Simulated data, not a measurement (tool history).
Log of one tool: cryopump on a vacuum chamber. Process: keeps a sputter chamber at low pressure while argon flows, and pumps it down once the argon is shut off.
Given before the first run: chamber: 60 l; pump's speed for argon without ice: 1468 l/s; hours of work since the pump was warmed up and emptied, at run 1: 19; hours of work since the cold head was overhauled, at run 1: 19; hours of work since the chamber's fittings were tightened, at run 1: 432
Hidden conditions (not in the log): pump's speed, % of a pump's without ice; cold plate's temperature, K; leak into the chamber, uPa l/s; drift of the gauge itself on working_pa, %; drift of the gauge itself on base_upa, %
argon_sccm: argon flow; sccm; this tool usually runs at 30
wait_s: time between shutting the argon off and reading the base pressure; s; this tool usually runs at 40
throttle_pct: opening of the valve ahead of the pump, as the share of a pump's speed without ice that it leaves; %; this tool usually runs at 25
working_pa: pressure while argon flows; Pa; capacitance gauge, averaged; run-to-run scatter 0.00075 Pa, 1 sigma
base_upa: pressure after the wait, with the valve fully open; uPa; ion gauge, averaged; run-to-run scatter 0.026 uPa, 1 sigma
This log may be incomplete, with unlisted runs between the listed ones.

| run | day | argon_sccm | wait_s | throttle_pct | hours of work since the pump was warmed up and emptied | hours of work since the cold head was overhauled | hours of work since the chamber's fittings were tightened | working_pa | base_upa |
|---|---|---|---|---|---|---|---|---|---|
| 1 | 0 | 30 | 40 | 25 | 19 | 19 | 432 | 0.1381 | 2.39 |
| 2 | 0.771 | 30 | 40 | 25 | 29 | 29 | 442 | 0.1396 | 2.41 |
| 3 | 1.408 | 30 | 40 | 25 | 37 | 37 | 450 | 0.1394 | 2.44 |
| 4 | 2.271 | 30 | 40 | 25 | 49 | 49 | 461 | 0.1375 | 2.41 |
| 5 | 3.438 | 30 | 40 | 25 | 64 | 64 | 477 | 0.1394 | 2.42 |
| 6 | 4.371 | 30 | 40 | 25 | 76 | 76 | 489 | 0.1394 | 2.44 |
| 7 | 5.696 | 30 | 40 | 25 | 93 | 93 | 506 | 0.1406 | 2.44 |
| 8 | 6.3 | 30 | 40 | 25 | 101 | 101 | 514 | 0.1408 | 2.45 |
| 9 | 7.579 | 30 | 40 | 46 | 118 | 118 | 531 | 0.0786 | 2.42 |
| 10 | 8.533 | 30 | 40 | 46 | 130 | 130 | 543 | 0.0789 | 2.47 |
| 11 | 9.492 | 30 | 40 | 25 | 143 | 143 | 556 | 0.1435 | 2.45 |
| 12 | 10.529 | 30 | 40 | 25 | 156 | 156 | 569 | 0.1452 | 2.52 |
| 13 | 11.146 | 30 | 40 | 25 | 164 | 164 | 577 | 0.1439 | 2.49 |
| 14 | 12.017 | 30 | 40 | 25 | 176 | 176 | 589 | 0.1439 | 2.46 |
| 15 | 13.104 | 30 | 40 | 25 | 190 | 190 | 603 | 0.1445 | 2.53 |
| 16 | 14.383 | 30 | 40 | 57 | 207 | 207 | 619 | 0.0676 | 2.52 |
| 17 | 15 | 30 | 40 | 25 | 215 | 215 | 627 | 0.1463 | 2.51 |
| 18 | 16.067 | 30 | 40 | 25 | 228 | 228 | 641 | 0.1459 | 2.5 |
| 19 | 17.154 | 30 | 151 | 59 | 243 | 243 | 656 | 0.0671 | 1.02 |
| 20 | 17.954 | 30 | 151 | 59 | 253 | 253 | 666 | 0.0672 | 1.02 |
| 21 | 18.512 | 30 | 151 | 59 | 260 | 260 | 673 | 0.0683 | 1 |
| 22 | 19.317 | 30 | 151 | 59 | 271 | 271 | 684 | 0.0669 | 1.04 |
| 23 | 20.621 | 30 | 151 | 59 | 288 | 288 | 701 | 0.0686 | 1.02 |
| 24 | 21.492 | 13 | 151 | 43 | 299 | 299 | 712 | 0.0399 | 1.03 |
| 25 | 22.225 | 13 | 151 | 43 | 309 | 309 | 722 | 0.0396 | 1.05 |
| 26 | 23.179 | 13 | 151 | 43 | 321 | 321 | 734 | 0.0403 | 1.08 |
| 27 | 23.762 | 13 | 151 | 43 | 329 | 329 | 742 | 0.0406 | 1.08 |
| 28 | 24.725 | 30 | 40 | 36 | 341 | 341 | 754 | 0.1093 | 2.59 |
|  | 25.717 | pump warmed up, emptied and cooled again |
| 29 | 26.104 | 24 | 100 | 25 | 5 | 357 | 770 | 0.1123 | 1.27 |
| 30 | 27.475 | 24 | 100 | 15 | 23 | 375 | 787 | 0.1852 | 1.25 |
| 31 | 28.192 | 24 | 100 | 29 | 32 | 384 | 797 | 0.0958 | 1.23 |
| 32 | 29.012 | 24 | 100 | 29 | 43 | 395 | 808 | 0.096 | 1.24 |
| 33 | 30.067 | 42 | 269 | 29 | 57 | 408 | 821 | 0.1693 | 0.75 |

3 options for the next run, each taken on its own from the tool as it stands now. Forecast them:
| A | 30.983 | 24 | 27 | 39 | 69 | 420 | 833 | ? | ? |
| B | 30.983 | 37 | 53 | 30 | 69 | 420 | 833 | ? | ? |
| C | 30.983 | 43 | 52 | 20 | 69 | 420 | 833 | ? | ? |

| run | working_pa | base_upa |
|---|---|---|
| A | 0.0731 | 3.55 |
| B | 0.1443 | 2.02 |
| C | 0.2502 | 2.05 |
With the hidden condition removed and each run's random variation left untouched, the same runs would have given:
| run | working_pa | base_upa |
|---|---|---|
| A | 0.0713 | 3.3 |
| B | 0.1416 | 1.77 |
| C | 0.247 | 1.81 |
